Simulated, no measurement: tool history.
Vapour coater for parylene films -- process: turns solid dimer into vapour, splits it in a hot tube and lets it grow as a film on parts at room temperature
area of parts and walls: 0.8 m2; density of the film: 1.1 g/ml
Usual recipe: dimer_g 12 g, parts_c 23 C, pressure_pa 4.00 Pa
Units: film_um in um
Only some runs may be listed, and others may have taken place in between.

{"run": 1, "hour": 0.0, "dimer_g": 12, "parts_c": 23, "pressure_pa": 4.0, "film_um": 9.66}
{"run": 2, "hour": 35.5, "dimer_g": 12, "parts_c": 23, "pressure_pa": 4.0, "film_um": 9.72}
{"run": 3, "hour": 65.1, "dimer_g": 12, "parts_c": 23, "pressure_pa": 4.0, "film_um": 9.53}
{"run": 4, "hour": 103.4, "dimer_g": 12, "parts_c": 23, "pressure_pa": 4.0, "film_um": 9.48}
{"run": 5, "hour": 145.4, "dimer_g": 12, "parts_c": 23, "pressure_pa": 4.0, "film_um": 9.57}
{"run": 6, "hour": 182.5, "dimer_g": 12, "parts_c": 23, "pressure_pa": 11.82, "film_um": 8.44}
{"run": 7, "hour": 214.7, "dimer_g": 7, "parts_c": 23, "pressure_pa": 4.0, "film_um": 5.41}
{"run": 8, "hour": 247.5, "dimer_g": 18, "parts_c": 23, "pressure_pa": 4.0, "film_um": 14.06}
{"run": 9, "hour": 284.4, "dimer_g": 18, "parts_c": 23, "pressure_pa": 2.29, "film_um": 14.76}
{"run": 10, "hour": 321.5, "dimer_g": 18, "parts_c": 23, "pressure_pa": 2.29, "film_um": 14.53}
{"run": 11, "hour": 360.4, "dimer_g": 7, "parts_c": 23, "pressure_pa": 4.0, "film_um": 5.43}
{"run": 12, "hour": 404.3, "dimer_g": 9, "parts_c": 29, "pressure_pa": 6.81, "film_um": 5.18}
{"run": 13, "hour": 428.2, "dimer_g": 9, "parts_c": 29, "pressure_pa": 6.81, "film_um": 5.19}
{"hour": 449.8, "done": "trap's valve overhauled"}
{"run": 14, "hour": 468.0, "dimer_g": 16, "parts_c": 29, "pressure_pa": 8.91, "film_um": 10.36}
{"run": 15, "hour": 494.4, "dimer_g": 12, "parts_c": 23, "pressure_pa": 2.25, "film_um": 11.16}
{"run": 16, "hour": 522.0, "dimer_g": 12, "parts_c": 23, "pressure_pa": 2.25, "film_um": 11.11}
{"run": 17, "hour": 545.3, "dimer_g": 21, "parts_c": 23, "pressure_pa": 4.0, "film_um": 18.34}
{"run": 18, "hour": 567.7, "dimer_g": 12, "parts_c": 16, "pressure_pa": 4.22, "film_um": 13.02}
{"run": 19, "hour": 609.2, "dimer_g": 14, "parts_c": 20, "pressure_pa": 2.63, "film_um": 14.02}
{"run": 20, "hour": 632.7, "dimer_g": 14, "parts_c": 33, "pressure_pa": 2.05, "film_um": 8.86}
{"run": 21, "hour": 668.7, "dimer_g": 14, "parts_c": 33, "pressure_pa": 2.05, "film_um": 8.7}

Forecast each of these 3 alternatives for the next run:
{"run": "A", "hour": 713.0, "dimer_g": 12, "parts_c": 23, "pressure_pa": 2.1, "film_um": "?"}
{"run": "B", "hour": 713.0, "dimer_g": 7, "parts_c": 31, "pressure_pa": 5.4, "film_um": "?"}
{"run": "C", "hour": 713.0, "dimer_g": 21, "parts_c": 33, "pressure_pa": 2.05, "film_um": "?"}

run=A film_um=10.70
run=B film_um=4.20
run=C film_um=13.05
With the hidden condition removed and each run's random variation left untouched, the same runs would have given:
run=A film_um=10.82
run=B film_um=4.25
run=C film_um=13.20

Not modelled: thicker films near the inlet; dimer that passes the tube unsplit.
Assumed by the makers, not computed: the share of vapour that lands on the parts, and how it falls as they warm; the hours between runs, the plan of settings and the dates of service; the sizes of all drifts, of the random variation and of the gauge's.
